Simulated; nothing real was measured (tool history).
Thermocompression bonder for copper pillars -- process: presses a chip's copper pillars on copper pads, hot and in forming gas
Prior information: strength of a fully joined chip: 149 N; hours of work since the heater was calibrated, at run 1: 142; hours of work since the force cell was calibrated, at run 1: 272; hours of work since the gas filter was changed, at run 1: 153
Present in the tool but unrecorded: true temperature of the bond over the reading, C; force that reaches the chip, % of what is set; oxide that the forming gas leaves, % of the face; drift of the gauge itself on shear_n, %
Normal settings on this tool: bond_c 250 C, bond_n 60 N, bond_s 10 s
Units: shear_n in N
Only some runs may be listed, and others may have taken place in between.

run   hour  bond_c  bond_n  bond_s  hours of work since the heater was calibrated  hours of work since the force cell was calibrated  hours of work since the gas filter was changed  shear_n
  1    0.0     250      60      10                                            142                                                272                                             153     81.7
  2   13.3     250      60      10                                            153                                                283                                             164     81.9
  3   23.0     250      60      10                                            160                                                291                                             171     79.7
  4   30.4     250      60       5                                            166                                                296                                             177     64.9
  5   41.6     250      60       5                                            175                                                305                                             186     65.1
  6   47.9     254      60       5                                            180                                                310                                             191     67.4
  7   60.9     254      60       5                                            191                                                321                                             202     68.3
  8   72.6     250      60      10                                            200                                                330                                             211     78.3
  9   78.6     250      60      10                                            205                                                335                                             216     79.9
 10   85.5     250      60      10                                            210                                                340                                             221     79.8
 11   91.2     250      60      10                                            215                                                345                                             226     79.8
 12   99.9     250      60      10                                            222                                                352                                             233     79.9
 13  112.9     250      60      10                                            232                                                362                                             243     80.9
 14  125.4     250      60      10                                            242                                                372                                             253     80.2
 15  134.3     250      60      10                                            249                                                379                                             260     78.5
 16  147.6     250      60      10                                            259                                                390                                             271     79.4
 17  159.0     250      58      10                                            269                                                399                                             280     77.9
 18  169.6     250      58      10                                            277                                                407                                             288     77.3
 19  175.7     250      60       7                                            282                                                412                                             293     69.7
 20  181.2     250      60      10                                            286                                                417                                             297     79.3
 21  190.3     250      82      10                                            293                                                424                                             305     93.1
 22  200.8     240      60      10                                            302                                                432                                             313     67.1
 23  207.6     235      78      24                                            307                                                438                                             318     97.8
 24  218.2     235      78      24                                            316                                                446                                             327     95.1
 25  226.5     235      78      24                                            322                                                453                                             333     95.6
 26  237.2     250      45      22                                            331                                                461                                             342     83.7
 27  249.9     267      51      22                                            341                                                471                                             352    105.5
 28  261.5     267      51      22                                            350                                                480                                             361    106.9
 29  272.5     267      51      22                                            359                                                489                                             370    105.0
 30  283.2     267      36      25                                            368                                                498                                             379     93.0
 31  294.2     250      52      19                                            376                                                506                                             387     82.9
 32  300.8     230      48      23                                            381                                                512                                             393     64.3
 33  310.8     230      48      23                                            389                                                520                                             401     64.4
 34  324.0     246      44      11                                            400                                                530                                             411     60.0
 35  333.5     246      44       7                                            408                                                538                                             419     49.8

Run 36, settings as shown, results not yet in. Your forecast:
 36  342.2     250      46       7                                            415                                                545                                             426        ?

shear_n: 54.4 N
With the hidden condition absent and the run-to-run variation left alone, this run would have shown shear_n 65.7 N.
